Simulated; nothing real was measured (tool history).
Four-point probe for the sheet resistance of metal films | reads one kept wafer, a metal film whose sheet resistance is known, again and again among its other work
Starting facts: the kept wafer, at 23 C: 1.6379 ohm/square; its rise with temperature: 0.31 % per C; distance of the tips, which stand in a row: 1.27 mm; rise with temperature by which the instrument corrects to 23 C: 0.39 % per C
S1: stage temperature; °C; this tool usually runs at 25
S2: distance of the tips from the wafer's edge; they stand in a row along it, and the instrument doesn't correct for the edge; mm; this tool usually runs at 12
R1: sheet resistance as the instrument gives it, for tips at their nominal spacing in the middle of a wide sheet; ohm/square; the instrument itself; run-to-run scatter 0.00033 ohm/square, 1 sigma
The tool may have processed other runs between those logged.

run,hour,S1,S2,R1
1,0.0,25,12,1.644917
2,46.2,25,12,1.644700
3,88.2,25,12,1.644984
4,125.5,25,53,1.636012
5,159.1,25,53,1.635456
6,188.7,25,12,1.645381
7,224.8,25,4,1.718944
8,264.5,25,4,1.719266
9,304.4,25,4,1.719110
10,343.6,25,4,1.719309
11,386.1,25,12,1.645424
12,407.0,25,12,1.645234
13,448.0,25,12,1.645167
14,478.5,25,12,1.645156
15,513.8,27,13,1.640612
16,534.4,23,20,1.642089
17,567.6,27,5,1.687315
18,611.2,19,21,1.647029
19,658.4,28,41,1.632032
20,677.8,32,4,1.709827
21,707.9,25,72,1.635520
# hour 727.4: stage's thermometer calibrated
22,742.6,25,72,1.634845
23,762.6,30,3,1.770218

Run 24 comes next. What will it give?
24,801.7,24,20,?

{"run 24": {"R1": 1.640317}}
Were there no unlogged condition in the tool, this run, its random variation unchanged, would have produced R1 1.640333 ohm/square.

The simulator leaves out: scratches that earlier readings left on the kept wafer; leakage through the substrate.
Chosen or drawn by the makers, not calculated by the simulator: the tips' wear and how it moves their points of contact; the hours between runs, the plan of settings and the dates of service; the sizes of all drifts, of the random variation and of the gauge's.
